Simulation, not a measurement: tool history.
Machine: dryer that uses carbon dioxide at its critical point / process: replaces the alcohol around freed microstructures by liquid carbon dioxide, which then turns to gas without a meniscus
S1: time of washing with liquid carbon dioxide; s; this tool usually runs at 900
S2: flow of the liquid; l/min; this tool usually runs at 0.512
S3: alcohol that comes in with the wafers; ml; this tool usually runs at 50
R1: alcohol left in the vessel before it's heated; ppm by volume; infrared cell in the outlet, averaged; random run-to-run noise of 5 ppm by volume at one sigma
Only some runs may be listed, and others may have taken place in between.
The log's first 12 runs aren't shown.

run     day    S1     S2  S3    R1
     23.883  -- purifier's bed changed
 13  24.362   900  0.709  50     5
 14    26.7   900   0.77  50     5
 15  27.946   900   0.77  50     9
 16  29.483   900  0.732  50    30
 17  30.738   900  0.732  50    29
 18   32.25   900  0.512  50   121
 19  34.571   900  0.512  50   142
 20  37.067   900  0.512  50   153
     37.975  -- inlet filter changed
 21  39.196   900  0.512  50    79
 22  40.596   900  0.512  50    92
 23   42.05   900  0.512  50    79
 24  43.558   900  0.512  50    94
 25  45.383   900  0.374  23   199
 26   47.55   600  0.332  23  1306
 27  49.238   840  0.332  54   996
 28  51.054   840  0.332  54  1070
 29  53.033   900  0.527  74   160
 30    55.3  1140  0.504  50    85
 31  57.992  1140  0.504  50    96
 32  59.588  1380  0.424  77   100
 33  61.475  1380  0.424  77   114
 34  64.079   540  0.553  89  1765
 35  65.221   540  0.553  89  1886

The next listed run, before its measurement:
 36  67.917  1380  0.553  89   ?

{"run 36": {"R1": 105}}
Were there no unlogged condition in the tool, this run, its random variation unchanged, would have produced R1 13 ppm by volume.
